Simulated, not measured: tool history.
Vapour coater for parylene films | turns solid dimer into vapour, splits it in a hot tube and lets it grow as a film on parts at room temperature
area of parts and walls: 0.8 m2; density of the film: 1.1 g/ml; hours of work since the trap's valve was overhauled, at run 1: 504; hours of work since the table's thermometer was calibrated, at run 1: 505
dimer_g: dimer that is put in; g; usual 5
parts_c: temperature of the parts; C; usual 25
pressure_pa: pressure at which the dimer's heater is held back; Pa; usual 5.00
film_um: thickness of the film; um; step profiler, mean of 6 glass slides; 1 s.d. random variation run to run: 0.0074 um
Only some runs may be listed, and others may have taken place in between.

run	day	dimer_g	parts_c	pressure_pa	hours of work since the trap's valve was overhauled	hours of work since the table's thermometer was calibrated	film_um
1	0.000	5	25	5.00	504	505	3.634
2	0.412	5	25	5.00	511	512	3.633
3	0.988	5	22	5.00	521	522	4.135
4	1.638	5	25	5.00	533	534	3.623
5	2.383	5	25	5.00	546	547	3.618
6	2.788	6	25	5.00	553	554	4.346
7	3.312	5	25	6.26	562	563	3.492
8	3.838	5	25	5.00	571	572	3.615
9	4.450	5	25	5.00	582	582	3.612
# day 4.658: trap's valve overhauled
10	5.217	5	25	5.00	10	593	3.800
# day 5.312: table's thermometer calibrated
11	5.954	3	25	5.00	22	11	2.316
12	6.729	3	25	5.00	35	25	2.302
13	7.096	3	21	5.00	42	31	2.760
14	7.804	5	25	5.00	54	43	3.843
# day 7.962: table's thermometer calibrated, once more
15	8.350	5	25	5.00	63	7	3.685
16	9.125	5	25	5.00	76	20	3.673
17	9.558	5	25	5.00	84	28	3.677
18	10.300	5	25	11.02	97	41	3.209
19	10.950	5	31	3.03	108	52	3.094
20	11.288	5	31	3.03	114	58	3.087
21	11.992	2	24	3.14	126	70	1.652
22	12.525	7	19	7.92	135	79	6.189
23	13.175	3	25	5.00	147	91	2.202
24	13.850	5	25	2.85	158	102	4.049
25	14.404	5	28	2.07	168	112	3.737
26	14.862	2	27	9.27	176	120	1.217
27	15.438	3	29	7.18	186	130	1.740
28	15.888	3	29	7.18	194	138	1.738
29	16.600	8	35	4.84	206	150	3.822
30	17.233	3	28	4.26	217	161	1.984
31	17.658	3	28	4.26	225	169	1.984

Below are 4 alternative next runs, each starting from the tool's condition after run 31. Predict each:
A	18.092	3	24	4.26	232	176	?
B	18.092	7	25	5.00	232	176	?
C	18.092	3	28	6.61	232	176	?
D	18.092	7	17	2.29	232	176	?

run	film_um
A	2.366
B	5.118
C	1.844
D	7.667
Stripped of hidden state, with their random variation kept, the same runs would have yielded:
run	film_um
A	2.386
B	5.162
C	1.859
D	7.806
